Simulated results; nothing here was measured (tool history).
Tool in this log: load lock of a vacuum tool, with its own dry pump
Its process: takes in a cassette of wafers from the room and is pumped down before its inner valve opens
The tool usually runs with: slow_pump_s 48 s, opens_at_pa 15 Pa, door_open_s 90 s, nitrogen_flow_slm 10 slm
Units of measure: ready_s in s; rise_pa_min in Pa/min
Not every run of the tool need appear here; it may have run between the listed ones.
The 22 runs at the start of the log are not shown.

run     hour  slow_pump_s  opens_at_pa  door_open_s  nitrogen_flow_slm  hours that the pump has run since its overhaul  times that the door has closed on its seal  incoming humidity of the room's air, %  ready_s  rise_pa_min
 23   6915.5           48           18           90                 23                                           16141                                       36761                                    43.0     97.8        0.147
 24   7100.3           86           26          185                 19                                           16325                                       37565                                    45.2    124.8        0.163
 25   7281.8           86           26          185                 19                                           16507                                       38355                                    48.4    125.3        0.159
 26   7696.7           86           26          185                 19                                           16922                                       40160                                    41.3    124.0        0.179
 27   7998.1           86           26          185                 19                                           17223                                       41472                                    44.6    123.8        0.185
 28   8184.7           86           15           90                 11                                           17410                                       42284                                    42.8    128.4        0.186
 29   8606.0           86           15           90                 11                                           17831                                       44117                                    47.3    129.0        0.207
 30   8992.1           62           19           90                 33                                           18217                                       45797                                    46.3    108.5        0.195
 31   9192.8           86           21          147                 10                                           18418                                       46670                                    46.7    127.1        0.222
 32   9610.9           31           11          118                 10                                           18836                                       48490                                    43.9     89.6        0.238
 33   9835.3           31           11           40                 12                                           19060                                       49466                                    41.5     90.6        0.223
 34  10016.2           31           11           40                 12                                           19241                                       50253                                    44.8     92.1        0.226
 35  10322.9           34           13          227                 17                                           19548                                       51588                                    42.8     91.7        0.246
 36  10570.7           79           12          184                 27                                           19796                                       52666                                    40.0    127.0        0.247
 37  10957.1           59           11          124                  5                                           20182                                       54348                                    42.6    111.7        0.283
 38  11203.7           59           29          124                  6                                           20429                                       55421                                    49.3    105.2        0.302

Branching from run 38: 3 alternative next runs. What would each branch give?
     11421.2  -- dry pump taken out, an overhauled one fitted
  A  11444.2           38           15           90                 10                                              23                                       56441                                    40.7        ?            ?
     11421.2  -- dry pump taken out, an overhauled one fitted
  B  11444.2           59           24          124                  6                                              23                                       56441                                    45.9        ?            ?
     11421.2  -- dry pump taken out, an overhauled one fitted
  C  11444.2           48           15           95                 10                                              23                                       56441                                    46.2        ?            ?

run  ready_s  rise_pa_min
  A     80.0        0.290
  B     95.4        0.300
  C     86.5        0.297
The same runs, with their run-to-run variation unchanged, on a tool lacking any hidden condition would have given:
run  ready_s  rise_pa_min
  A     81.1        0.034
  B     96.3        0.046
  C     87.5        0.039
